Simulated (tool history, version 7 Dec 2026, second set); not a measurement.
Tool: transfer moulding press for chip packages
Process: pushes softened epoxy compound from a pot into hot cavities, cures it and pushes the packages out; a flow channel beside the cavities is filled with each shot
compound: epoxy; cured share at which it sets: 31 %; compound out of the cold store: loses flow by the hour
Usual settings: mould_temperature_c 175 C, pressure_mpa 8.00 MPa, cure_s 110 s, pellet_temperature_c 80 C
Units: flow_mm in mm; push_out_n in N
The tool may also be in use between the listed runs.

run    hour  mould_temperature_c  pressure_mpa  cure_s  pellet_temperature_c  incoming compound's hours out of the cold store  flow_mm  push_out_n
  1     0.0                  175          8.00     110                    80                                             45.5      484         456
       29.4  -- cavities cleaned with cleaning compound and waxed
  2    58.5                  175          8.00     110                    80                                             30.8      519         439
       86.0  -- mould's thermocouples calibrated
      108.5  -- plunger's sealing rings changed
      110.0  -- cavities cleaned with cleaning compound and waxed
  3   119.4                  175          6.83     110                    80                                             32.0      506         413
  4   168.6                  175          6.83     110                    80                                             37.2      488         502
      187.9  -- cavities cleaned with cleaning compound and waxed
  5   195.9                  175          6.83     103                    80                                              9.9      564         456
  6   244.3                  175          6.83     103                    80                                             19.1      531         580
      267.9  -- cavities cleaned with cleaning compound and waxed
  7   276.7                  175          6.83     103                    80                                             37.7      489         442
  8   323.7                  175          6.83     103                    80                                             10.9      550         582
      347.4  -- cavities cleaned with cleaning compound and waxed
  9   363.3                  175          6.83     103                    83                                             17.1      529         476
 10   404.9                  175          6.83     103                    83                                             43.7      468         543
      427.7  -- cavities cleaned with cleaning compound and waxed
 11   447.9                  182          6.83     103                    83                                             23.4      488         410
 12   482.3                  182          6.83     103                    83                                             16.7      501         456
      504.4  -- cavities cleaned with cleaning compound and waxed
 13   518.9                  182          6.83     103                    83                                             31.5      465         387
 14   553.3                  176          7.64     110                    80                                             21.1      530         496
      580.9  -- cavities cleaned with cleaning compound and waxed
 15   588.0                  176          7.98     110                    80                                              9.7      569         384
      626.2  -- plunger's sealing rings changed
 16   627.0                  177          6.15     108                    80                                             18.2      510         476
      664.1  -- cavities cleaned with cleaning compound and waxed
 17   671.5                  177          6.15     108                    80                                             38.3      462         402
 18   727.5                  175         10.00     110                    80                                             33.0      604         506
      740.6  -- cavities cleaned with cleaning compound and waxed
 19   776.0                  179          8.00     103                    80                                              8.3      594         432
      816.8  -- cavities cleaned with cleaning compound and waxed
 20   827.4                  182          9.23     126                    85                                             31.3      562         360
 21   875.6                  173          6.28      98                    74                                             46.3      440         663
      893.2  -- cavities cleaned with cleaning compound and waxed
 22   917.5                  177          8.00     125                    80                                             40.3      501         377
 23   963.9                  183          6.05     110                    80                                             28.0      445         464
      970.2  -- cavities cleaned with cleaning compound and waxed
 24  1009.0                  181          8.45     111                    80                                             12.7      574         428
     1047.1  -- cavities cleaned with cleaning compound and waxed
 25  1068.3                  175          7.82     110                    71                                             25.6      525         435
 26  1097.9                  172          8.00     110                    80                                             20.1      545         571

Forecast each of these 5 alternatives for the next run:
     1124.3  -- cavities cleaned with cleaning compound and waxed
     1144.7  -- plunger's sealing rings changed
  A  1157.6                  179          6.97     110                    88                                             44.9        ?           ?
     1124.3  -- cavities cleaned with cleaning compound and waxed
     1144.7  -- plunger's sealing rings changed
  B  1157.6                  172          6.97      94                    80                                             40.8        ?           ?
     1124.3  -- cavities cleaned with cleaning compound and waxed
     1144.7  -- plunger's sealing rings changed
  C  1157.6                  175          8.00     100                    87                                             20.4        ?           ?
     1124.3  -- cavities cleaned with cleaning compound and waxed
     1144.7  -- plunger's sealing rings changed
  D  1157.6                  170          9.62     110                    76                                             44.7        ?           ?
     1124.3  -- cavities cleaned with cleaning compound and waxed
     1144.7  -- plunger's sealing rings changed
  E  1157.6                  175          6.14      90                    80                                             36.2        ?           ?

run  flow_mm  push_out_n
  A      473         416
  B      500         688
  C      585         499
  D      577         554
  E      472         592
Without the tool's hidden state the same runs would have given:
run  flow_mm  push_out_n
  A      477         347
  B      504         610
  C      590         434
  D      582         486
  E      475         522
